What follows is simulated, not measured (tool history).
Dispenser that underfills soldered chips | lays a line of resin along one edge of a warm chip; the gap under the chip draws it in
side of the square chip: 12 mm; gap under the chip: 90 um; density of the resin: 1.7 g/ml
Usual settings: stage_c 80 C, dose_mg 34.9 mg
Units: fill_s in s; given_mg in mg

Run 1, day 0.000: usual settings. Result: fill_s 113.0 s, given_mg 33.96 mg.
Run 2, day 0.204: usual settings. Result: fill_s 125.0 s, given_mg 34.29 mg.
At day 0.242: new syringe of resin.
Run 3, day 0.471: usual settings. Result: fill_s 110.6 s, given_mg 34.19 mg.
Run 4, day 0.642: usual settings but stage_c 69 C. Result: fill_s 177.1 s, given_mg 34.17 mg.
At day 0.754: new syringe of resin.
Run 5, day 0.788: usual settings but stage_c 69 C. Result: fill_s 148.2 s, given_mg 33.98 mg.
Run 6, day 1.046: usual settings but stage_c 69 C. Result: fill_s 167.5 s, given_mg 33.82 mg.
Run 7, day 1.217: usual settings but stage_c 69 C. Result: fill_s 181.8 s, given_mg 33.96 mg.
At day 1.262: new syringe of resin.
At day 1.496: dispensing valve cleaned and set on the balance.
Run 8, day 1.521: usual settings. Result: fill_s 109.5 s, given_mg 34.76 mg.
Run 9, day 1.683: usual settings. Result: fill_s 119.1 s, given_mg 34.78 mg.
At day 1.825: new syringe of resin.
Run 10, day 1.875: usual settings. Result: fill_s 100.8 s, given_mg 34.69 mg.
Run 11, day 2.088: usual settings. Result: fill_s 111.8 s, given_mg 34.68 mg.
Run 12, day 2.217: usual settings but dose_mg 31.8 mg. Result: fill_s 122.3 s, given_mg 31.64 mg.
At day 2.338: new syringe of resin.
Run 13, day 2.483: usual settings but dose_mg 31.8 mg. Result: fill_s 107.9 s, given_mg 31.49 mg.
Run 14, day 2.721: usual settings but dose_mg 31.8 mg. Result: fill_s 121.4 s, given_mg 31.60 mg.
At day 2.846: new syringe of resin.
Run 15, day 2.846: usual settings but dose_mg 31.8 mg. Result: fill_s 102.3 s, given_mg 31.62 mg.
Run 16, day 3.050: usual settings. Result: fill_s 109.2 s, given_mg 34.50 mg.
Run 17, day 3.279: usual settings but dose_mg 41.0 mg. Result: fill_s 122.5 s, given_mg 40.37 mg.
At day 3.362: new syringe of resin.
Run 18, day 3.462: usual settings but dose_mg 41.0 mg. Result: fill_s 100.5 s, given_mg 40.52 mg.
Run 19, day 3.608: usual settings but stage_c 73 C, dose_mg 31.2 mg. Result: fill_s 143.7 s, given_mg 30.91 mg.
Run 20, day 3.833: usual settings but stage_c 73 C, dose_mg 31.2 mg. Result: fill_s 159.4 s, given_mg 30.61 mg.
At day 3.883: new syringe of resin.
Run 21, day 3.958: usual settings but stage_c 88 C, dose_mg 33.3 mg. Result: fill_s 80.1 s, given_mg 32.61 mg.
Run 22, day 4.154: usual settings but stage_c 88 C, dose_mg 33.3 mg. Result: fill_s 89.2 s, given_mg 32.51 mg.
Run 23, day 4.350: usual settings but stage_c 88 C, dose_mg 33.3 mg. Result: fill_s 97.9 s, given_mg 32.80 mg.
At day 4.396: new syringe of resin.
Run 24, day 4.471: usual settings but stage_c 88 C, dose_mg 33.3 mg. Result: fill_s 79.6 s, given_mg 32.63 mg.
Run 25, day 4.621: usual settings but stage_c 88 C, dose_mg 33.3 mg. Result: fill_s 86.5 s, given_mg 32.74 mg.
Run 26, day 4.829: usual settings but dose_mg 32.4 mg. Result: fill_s 125.6 s, given_mg 31.74 mg.
At day 4.912: new syringe of resin.
Run 27, day 5.000: usual settings but stage_c 87 C. Result: fill_s 83.4 s, given_mg 34.27 mg.
Run 28, day 5.150: usual settings but stage_c 69 C, dose_mg 39.4 mg. Result: fill_s 161.1 s, given_mg 38.47 mg.
Run 29, day 5.383: usual settings but stage_c 74 C, dose_mg 40.0 mg. Result: fill_s 153.7 s, given_mg 38.98 mg.
At day 5.433: new syringe of resin.
Run 30, day 5.621: usual settings but stage_c 74 C, dose_mg 40.0 mg. Result: fill_s 129.5 s, given_mg 38.84 mg.
Run 31, day 5.862: usual settings but dose_mg 31.4 mg. Result: fill_s 120.8 s, given_mg 30.41 mg.
At day 5.962: new syringe of resin.
Run 32, day 6.117: usual settings but stage_c 77 C, dose_mg 45.0 mg. Result: fill_s 118.1 s, given_mg 43.83 mg.
Run 33, day 6.242: usual settings but stage_c 68 C, dose_mg 45.0 mg. Result: fill_s 173.0 s, given_mg 43.81 mg.
At day 6.471: new syringe of resin.
Run 34, day 6.471: usual settings but dose_mg 41.2 mg. Result: fill_s 96.1 s, given_mg 39.91 mg.
Run 35, day 6.612: usual settings but stage_c 86 C, dose_mg 41.8 mg. Result: fill_s 86.4 s, given_mg 40.29 mg.

Forecast each of these 5 alternatives for the next run:
Run A, day 6.762: usual settings but stage_c 75 C, dose_mg 31.1 mg. Result: fill_s ?, given_mg ?.
Run B, day 6.762: usual settings but stage_c 71 C, dose_mg 41.8 mg. Result: fill_s ?, given_mg ?.
Run C, day 6.762: usual settings but stage_c 83 C, dose_mg 32.8 mg. Result: fill_s ?, given_mg ?.
Run D, day 6.762: usual settings but stage_c 74 C, dose_mg 41.7 mg. Result: fill_s ?, given_mg ?.
Run E, day 6.762: usual settings but dose_mg 33.1 mg. Result: fill_s ?, given_mg ?.

run  fill_s  given_mg
  A   140.3     29.99
  B   152.2     40.13
  C   105.7     31.71
  D   136.6     40.42
  E   116.5     32.22
Without the tool's hidden state the same runs would have given:
run  fill_s  given_mg
  A   125.1     31.04
  B   136.7     41.54
  C    94.4     32.83
  D   122.6     41.83
  E   104.0     33.35

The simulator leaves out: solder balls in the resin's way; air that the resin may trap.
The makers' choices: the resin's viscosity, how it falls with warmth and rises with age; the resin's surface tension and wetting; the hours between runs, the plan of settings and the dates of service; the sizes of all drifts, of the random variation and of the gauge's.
